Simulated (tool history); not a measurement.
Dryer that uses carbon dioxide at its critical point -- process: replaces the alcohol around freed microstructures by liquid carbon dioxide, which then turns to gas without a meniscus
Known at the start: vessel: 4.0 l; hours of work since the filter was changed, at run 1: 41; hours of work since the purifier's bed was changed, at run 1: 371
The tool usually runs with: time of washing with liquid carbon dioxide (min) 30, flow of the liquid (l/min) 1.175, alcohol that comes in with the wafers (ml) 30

run,day,time of washing with liquid carbon dioxide (min),flow of the liquid (l/min),alcohol that comes in with the wafers (ml),hours of work since the filter was changed,hours of work since the purifier's bed was changed,alcohol left in the vessel before it's heated (ppm by volume)
1,0.000,30,1.175,30,41,371,29
2,1.033,30,1.175,30,51,381,36
3,1.917,36,1.175,30,60,389,27
4,2.604,36,1.175,30,67,396,30
5,3.217,30,1.175,30,73,402,31
6,3.888,30,1.175,44,79,409,32
7,4.333,30,1.175,45,84,413,31
8,4.762,18,1.175,45,88,417,142
9,5.346,18,1.440,45,94,423,73
10,6.100,18,1.440,45,101,431,69
11,6.792,30,1.175,48,108,437,36
12,7.658,30,1.175,48,116,446,37
13,8.104,30,1.175,30,121,450,35
14,8.908,30,1.175,30,129,458,37
15,9.650,30,1.175,30,136,465,35
16,10.267,43,1.175,64,142,472,31
17,10.762,43,1.175,64,147,476,33
18,11.600,21,0.790,25,155,485,234
19,12.321,27,1.400,53,162,492,39
20,13.038,27,1.400,53,169,499,32
21,13.817,38,0.940,72,177,507,45
22,14.412,22,1.175,100,183,512,147
23,15.012,22,1.175,100,189,518,153
24,16.004,22,1.175,100,199,528,154
25,16.896,22,0.950,36,207,537,166
26,17.796,25,1.010,34,216,546,85
27,18.783,25,1.010,34,226,555,87
28,19.725,30,0.760,71,235,565,222
29,20.621,30,0.760,71,244,573,238
30,21.258,32,1.730,58,250,580,35

Measured less the same run without the tool's hidden state. The same run-to-run variation is in both; the gauge's scatter may not be:
Unlogged tool condition in this case: flow that reaches the vessel past the clogged filter, %; alcohol in the recycled carbon dioxide, ppm; drift of the gauge itself on alcohol_ppm, %.
run,alcohol left in the vessel before it's heated (ppm by volume)
1,+22
2,+23
3,+23
4,+23
5,+24
6,+26
7,+26
8,+46
9,+34
10,+35
11,+27
12,+29
13,+29
14,+28
15,+29
16,+28
17,+28
18,+75
19,+30
20,+31
21,+34
22,+75
23,+78
24,+80
25,+78
26,+53
27,+55
28,+112
29,+118
30,+34

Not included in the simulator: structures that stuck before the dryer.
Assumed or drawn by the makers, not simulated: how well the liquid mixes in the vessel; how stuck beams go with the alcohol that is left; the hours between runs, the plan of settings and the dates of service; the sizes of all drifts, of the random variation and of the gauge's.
